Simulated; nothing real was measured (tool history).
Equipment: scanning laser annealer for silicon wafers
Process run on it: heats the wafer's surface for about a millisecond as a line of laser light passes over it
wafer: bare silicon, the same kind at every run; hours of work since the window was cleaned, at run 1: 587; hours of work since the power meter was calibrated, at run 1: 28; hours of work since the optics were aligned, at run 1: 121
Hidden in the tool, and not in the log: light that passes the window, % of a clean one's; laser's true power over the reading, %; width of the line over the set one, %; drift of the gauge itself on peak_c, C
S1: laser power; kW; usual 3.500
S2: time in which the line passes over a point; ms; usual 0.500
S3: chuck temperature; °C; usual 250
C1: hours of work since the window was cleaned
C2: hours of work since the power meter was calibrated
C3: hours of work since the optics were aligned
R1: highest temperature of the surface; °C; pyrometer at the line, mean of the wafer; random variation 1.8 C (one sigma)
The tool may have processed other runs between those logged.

Run 1, hour 0.0: usual settings; C1 587; C2 28; C3 121. Result: R1 1029 °C.
Run 2, hour 7.1: usual settings; C1 592; C2 32; C3 126. Result: R1 1025 °C.
At hour 15.1: window over the wafer cleaned.
Run 3, hour 18.3: usual settings but S2 0.553 ms; C1 2; C2 38; C3 131. Result: R1 1096 °C.
Run 4, hour 25.3: usual settings; C1 6; C2 42; C3 135. Result: R1 1050 °C.
Run 5, hour 31.6: usual settings; C1 10; C2 45; C3 139. Result: R1 1050 °C.
Run 6, hour 41.2: usual settings; C1 15; C2 51; C3 144. Result: R1 1050 °C.
Run 7, hour 48.6: usual settings; C1 19; C2 55; C3 149. Result: R1 1050 °C.
Run 8, hour 54.2: usual settings but S1 3.650 kW; C1 23; C2 58; C3 152. Result: R1 1085 °C.
Run 9, hour 61.4: usual settings but S1 3.650 kW; C1 27; C2 63; C3 156. Result: R1 1082 °C.
Run 10, hour 69.9: usual settings but S1 3.650 kW; C1 32; C2 67; C3 161. Result: R1 1085 °C.
Run 11, hour 74.6: usual settings but S1 3.052 kW; C1 35; C2 70; C3 164. Result: R1 942 °C.
Run 12, hour 82.2: usual settings but S1 3.052 kW; C1 39; C2 75; C3 168. Result: R1 942 °C.
Run 13, hour 91.9: usual settings but S1 3.052 kW; C1 45; C2 80; C3 174. Result: R1 944 °C.
Run 14, hour 100.3: usual settings but S1 3.052 kW; C1 49; C2 85; C3 179. Result: R1 939 °C.
Run 15, hour 108.1: usual settings but S1 3.052 kW, S2 0.594 ms; C1 54; C2 90; C3 183. Result: R1 1014 °C.
Run 16, hour 116.2: usual settings but S1 3.052 kW, S2 0.594 ms; C1 59; C2 94; C3 188. Result: R1 1012 °C.
Run 17, hour 124.8: usual settings but S1 3.567 kW; C1 64; C2 99; C3 193. Result: R1 1061 °C.
Run 18, hour 134.1: usual settings but S1 3.567 kW; C1 69; C2 105; C3 198. Result: R1 1063 °C.
Run 19, hour 143.9: usual settings but S1 3.567 kW; C1 75; C2 110; C3 204. Result: R1 1062 °C.
Run 20, hour 153.7: usual settings but S3 241 °C; C1 80; C2 116; C3 210. Result: R1 1036 °C.
Run 21, hour 161.3: usual settings; C1 85; C2 121; C3 214. Result: R1 1047 °C.
Run 22, hour 168.1: usual settings but S1 3.538 kW, S2 0.534 ms, S3 233 °C; C1 89; C2 125; C3 218. Result: R1 1069 °C.
Run 23, hour 177.1: usual settings but S1 3.423 kW, S2 0.534 ms, S3 233 °C; C1 94; C2 130; C3 223. Result: R1 1041 °C.
Run 24, hour 182.2: usual settings but S2 0.439 ms, S3 222 °C; C1 97; C2 133; C3 226. Result: R1 958 °C.
Run 25, hour 189.9: usual settings but S1 3.384 kW, S2 0.484 ms, S3 277 °C; C1 102; C2 137; C3 231. Result: R1 1032 °C.
Run 26, hour 199.0: usual settings but S1 3.384 kW, S2 0.484 ms, S3 277 °C; C1 107; C2 142; C3 236. Result: R1 1026 °C.
Run 27, hour 204.2: usual settings but S1 3.028 kW, S2 0.398 ms, S3 213 °C; C1 110; C2 146; C3 239. Result: R1 809 °C.
Run 28, hour 212.3: usual settings but S1 3.028 kW, S2 0.398 ms, S3 213 °C; C1 115; C2 150; C3 244. Result: R1 814 °C.
Run 29, hour 217.8: usual settings but S1 3.453 kW, S2 0.385 ms, S3 213 °C; C1 118; C2 153; C3 247. Result: R1 886 °C.
Run 30, hour 225.6: usual settings but S1 3.453 kW, S2 0.374 ms, S3 213 °C; C1 122; C2 158; C3 251. Result: R1 875 °C.
Run 31, hour 233.4: usual settings but S1 3.434 kW, S2 0.465 ms, S3 275 °C; C1 127; C2 162; C3 256. Result: R1 1020 °C.
Run 32, hour 242.4: usual settings but S1 3.663 kW, S2 0.356 ms, S3 241 °C; C1 132; C2 168; C3 261. Result: R1 926 °C.
Run 33, hour 250.9: usual settings but S1 3.663 kW, S2 0.537 ms, S3 214 °C; C1 137; C2 173; C3 266. Result: R1 1079 °C.
Run 34, hour 260.0: usual settings but S3 243 °C; C1 142; C2 178; C3 271. Result: R1 1037 °C.
Run 35, hour 264.7: usual settings but S1 3.319 kW, S2 0.501 ms, S3 246 °C; C1 145; C2 181; C3 274. Result: R1 996 °C.
Run 36, hour 273.4: usual settings but S1 3.319 kW, S2 0.501 ms, S3 246 °C; C1 150; C2 186; C3 279. Result: R1 997 °C.
Run 37, hour 279.6: usual settings but S1 3.325 kW, S2 0.501 ms, S3 246 °C; C1 154; C2 189; C3 283. Result: R1 999 °C.
Run 38, hour 285.2: usual settings but S1 3.825 kW, S2 0.501 ms, S3 246 °C; C1 157; C2 193; C3 286. Result: R1 1116 °C.
Run 39, hour 292.9: usual settings but S1 3.825 kW, S2 0.501 ms, S3 246 °C; C1 161; C2 197; C3 290. Result: R1 1116 °C.
Run 40, hour 301.3: usual settings but S1 3.825 kW, S2 0.501 ms, S3 246 °C; C1 166; C2 202; C3 295. Result: R1 1113 °C.
Run 41, hour 308.0: usual settings but S2 0.613 ms, S3 268 °C; C1 170; C2 206; C3 299. Result: R1 1159 °C.

A few steps of R1 between consecutive runs. Split each: what settings, incoming material and random variation would produce without the hidden state, and what is left over for the hidden state, along with gauge scatter present in only one of the two compared results (measured, and without hidden state):
Run 2 -> 3: S2 0.500 -> 0.553, window over the wafer cleaned. R1 +71 °C: hidden state +26, all else +45.
Run 23 -> 24: S1 3.423 -> 3.500, S2 0.534 -> 0.439, S3 233 -> 222. R1 -83 °C: hidden state +2, all else -85.
Run 26 -> 27: S1 3.384 -> 3.028, S2 0.484 -> 0.398, S3 277 -> 213. R1 -217 °C: hidden state +2, all else -219.
Run 30 -> 31: S1 3.453 -> 3.434, S2 0.374 -> 0.465, S3 213 -> 275. R1 +145 °C: hidden state -1, all else +146.
Run 32 -> 33: S2 0.356 -> 0.537, S3 241 -> 214. R1 +153 °C: hidden state -4, all else +157.

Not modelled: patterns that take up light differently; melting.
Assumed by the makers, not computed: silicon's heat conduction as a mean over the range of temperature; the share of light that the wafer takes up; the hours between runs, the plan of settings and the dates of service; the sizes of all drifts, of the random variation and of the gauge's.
